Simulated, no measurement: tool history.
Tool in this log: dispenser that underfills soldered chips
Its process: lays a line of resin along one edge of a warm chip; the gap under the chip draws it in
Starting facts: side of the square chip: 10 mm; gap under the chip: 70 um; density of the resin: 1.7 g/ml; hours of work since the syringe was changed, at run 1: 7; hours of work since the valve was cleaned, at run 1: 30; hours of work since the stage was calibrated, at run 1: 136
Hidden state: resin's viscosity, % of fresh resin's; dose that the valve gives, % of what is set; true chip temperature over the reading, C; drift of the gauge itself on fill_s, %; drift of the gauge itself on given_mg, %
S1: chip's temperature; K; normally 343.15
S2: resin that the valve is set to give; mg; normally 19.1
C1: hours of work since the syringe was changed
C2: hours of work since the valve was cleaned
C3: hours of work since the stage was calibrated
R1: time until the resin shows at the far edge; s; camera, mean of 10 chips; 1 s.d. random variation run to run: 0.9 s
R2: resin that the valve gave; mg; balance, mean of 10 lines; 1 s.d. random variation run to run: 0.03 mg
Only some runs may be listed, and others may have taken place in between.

{"run": 1, "day": 0.0, "S1": 343.15, "S2": 19.1, "C1": 7, "C2": 30, "C3": 136, "R1": 141.7, "R2": 18.83}
{"run": 2, "day": 0.1, "S1": 343.15, "S2": 19.1, "C1": 9, "C2": 32, "C3": 138, "R1": 162.6, "R2": 18.87}
{"run": 3, "day": 0.217, "S1": 343.15, "S2": 19.1, "C1": 11, "C2": 34, "C3": 141, "R1": 191, "R2": 18.89}
{"day": 0.246, "done": "new syringe of resin"}
{"run": 4, "day": 0.367, "S1": 343.15, "S2": 22.1, "C1": 2, "C2": 37, "C3": 143, "R1": 105.2, "R2": 21.83}
{"run": 5, "day": 0.508, "S1": 343.15, "S2": 22.1, "C1": 5, "C2": 40, "C3": 146, "R1": 125.1, "R2": 21.78}
{"run": 6, "day": 0.717, "S1": 343.15, "S2": 22.1, "C1": 9, "C2": 44, "C3": 150, "R1": 163.9, "R2": 21.8}
{"day": 0.871, "done": "new syringe of resin"}
{"run": 7, "day": 0.896, "S1": 343.15, "S2": 17.4, "C1": 0, "C2": 47, "C3": 153, "R1": 93, "R2": 17.07}
{"run": 8, "day": 1.062, "S1": 343.15, "S2": 18, "C1": 4, "C2": 50, "C3": 156, "R1": 114.6, "R2": 17.7}
{"run": 9, "day": 1.229, "S1": 343.15, "S2": 18.7, "C1": 7, "C2": 53, "C3": 159, "R1": 141, "R2": 18.34}
{"run": 10, "day": 1.438, "S1": 343.15, "S2": 21.7, "C1": 11, "C2": 57, "C3": 163, "R1": 183.1, "R2": 21.26}
{"day": 1.483, "done": "new syringe of resin"}
{"run": 11, "day": 1.538, "S1": 343.15, "S2": 21.7, "C1": 1, "C2": 59, "C3": 165, "R1": 95.3, "R2": 21.29}
{"run": 12, "day": 1.654, "S1": 343.15, "S2": 20.9, "C1": 3, "C2": 61, "C3": 167, "R1": 111.8, "R2": 20.44}
{"run": 13, "day": 1.808, "S1": 343.15, "S2": 20.9, "C1": 6, "C2": 64, "C3": 170, "R1": 138.1, "R2": 20.41}
{"run": 14, "day": 1.904, "S1": 343.15, "S2": 19.1, "C1": 8, "C2": 66, "C3": 172, "R1": 158.3, "R2": 18.59}
{"run": 15, "day": 2.004, "S1": 333.15, "S2": 17.8, "C1": 10, "C2": 68, "C3": 174, "R1": 312.4, "R2": 17.39}
{"day": 2.104, "done": "new syringe of resin"}
{"run": 16, "day": 2.117, "S1": 354.15, "S2": 22.5, "C1": 0, "C2": 70, "C3": 176, "R1": 51.3, "R2": 21.91}

What does the tool deliver on the next run?
{"run": 17, "day": 2.325, "S1": 344.15, "S2": 20, "C1": 4, "C2": 74, "C3": 180, "R1": "?", "R2": "?"}

{"run 17": {"R1": 113.7, "R2": 19.52}}
With the hidden condition absent and the run-to-run variation left alone, this run would have shown R1 82.2 s, R2 20.03 mg.

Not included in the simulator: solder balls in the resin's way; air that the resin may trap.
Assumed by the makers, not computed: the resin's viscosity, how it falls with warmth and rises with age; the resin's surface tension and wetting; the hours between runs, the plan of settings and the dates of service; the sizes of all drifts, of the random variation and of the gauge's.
